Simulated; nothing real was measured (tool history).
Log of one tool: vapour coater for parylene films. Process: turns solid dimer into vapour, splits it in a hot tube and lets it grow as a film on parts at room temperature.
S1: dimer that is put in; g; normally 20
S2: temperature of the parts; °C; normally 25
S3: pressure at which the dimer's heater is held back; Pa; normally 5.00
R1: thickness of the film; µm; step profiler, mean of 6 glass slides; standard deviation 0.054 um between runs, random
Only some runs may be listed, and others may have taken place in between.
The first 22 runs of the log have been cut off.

{"run": 23, "day": 28.879, "S1": 20, "S2": 25, "S3": 5.0, "R1": 6.39}
{"run": 24, "day": 30.671, "S1": 20, "S2": 25, "S3": 5.0, "R1": 6.33}
{"day": 31.292, "done": "trap's valve overhauled"}
{"run": 25, "day": 32.288, "S1": 27, "S2": 22, "S3": 5.0, "R1": 10.83}
{"run": 26, "day": 33.288, "S1": 17, "S2": 24, "S3": 2.71, "R1": 7.1}
{"run": 27, "day": 34.712, "S1": 23, "S2": 25, "S3": 2.23, "R1": 9.59}
{"run": 28, "day": 36.046, "S1": 23, "S2": 25, "S3": 2.23, "R1": 9.25}
{"run": 29, "day": 37.725, "S1": 24, "S2": 25, "S3": 7.24, "R1": 7.24}
{"run": 30, "day": 38.992, "S1": 24, "S2": 17, "S3": 2.16, "R1": 9.92}
{"run": 31, "day": 40.621, "S1": 18, "S2": 28, "S3": 5.0, "R1": 5.07}
{"day": 40.821, "done": "table's thermometer calibrated"}
{"run": 32, "day": 41.55, "S1": 18, "S2": 28, "S3": 5.0, "R1": 5.07}
{"run": 33, "day": 43.146, "S1": 18, "S2": 28, "S3": 5.0, "R1": 4.97}
{"day": 43.679, "done": "trap's valve overhauled"}
{"run": 34, "day": 45.062, "S1": 12, "S2": 22, "S3": 3.41, "R1": 5.33}
{"run": 35, "day": 46.225, "S1": 26, "S2": 23, "S3": 5.0, "R1": 9.96}
{"run": 36, "day": 47.475, "S1": 20, "S2": 27, "S3": 11.37, "R1": 5.11}
{"run": 37, "day": 48.8, "S1": 20, "S2": 34, "S3": 5.13, "R1": 4.28}

Estimate the outcome of run 38 from the log above:
{"run": 38, "day": 49.596, "S1": 8, "S2": 25, "S3": 3.41, "R1": "?"}

Logged for run 38: R1 2.94 µm.
Had the tool carried no hidden state, the very same run would have given R1 3.03 µm.
